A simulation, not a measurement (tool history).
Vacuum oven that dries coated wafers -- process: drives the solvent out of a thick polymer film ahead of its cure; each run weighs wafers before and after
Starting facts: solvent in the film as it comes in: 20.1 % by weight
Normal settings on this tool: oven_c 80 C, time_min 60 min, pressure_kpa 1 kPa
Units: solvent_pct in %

| run | hour | oven_c | time_min | pressure_kpa | solvent_pct |
|---|---|---|---|---|---|
| 1 | 0.0 | 80 | 60 | 1 | 0.92 |
| 2 | 16.3 | 80 | 55 | 1 | 1.12 |
| 3 | 35.1 | 80 | 55 | 1 | 1.09 |
| 4 | 49.7 | 80 | 55 | 1 | 1.11 |
| 5 | 70.2 | 80 | 55 | 1 | 1.11 |
| 6 | 93.8 | 80 | 55 | 1 | 1.10 |
| 7 | 115.4 | 80 | 55 | 1 | 1.11 |

Run 8 is up next; what results do you expect?
| 8 | 135.6 | 80 | 55 | 1 | ? |

{"run 8": {"solvent_pct": 1.11}}
With no hidden state in the tool, this same run would have given solvent_pct 1.11 %.

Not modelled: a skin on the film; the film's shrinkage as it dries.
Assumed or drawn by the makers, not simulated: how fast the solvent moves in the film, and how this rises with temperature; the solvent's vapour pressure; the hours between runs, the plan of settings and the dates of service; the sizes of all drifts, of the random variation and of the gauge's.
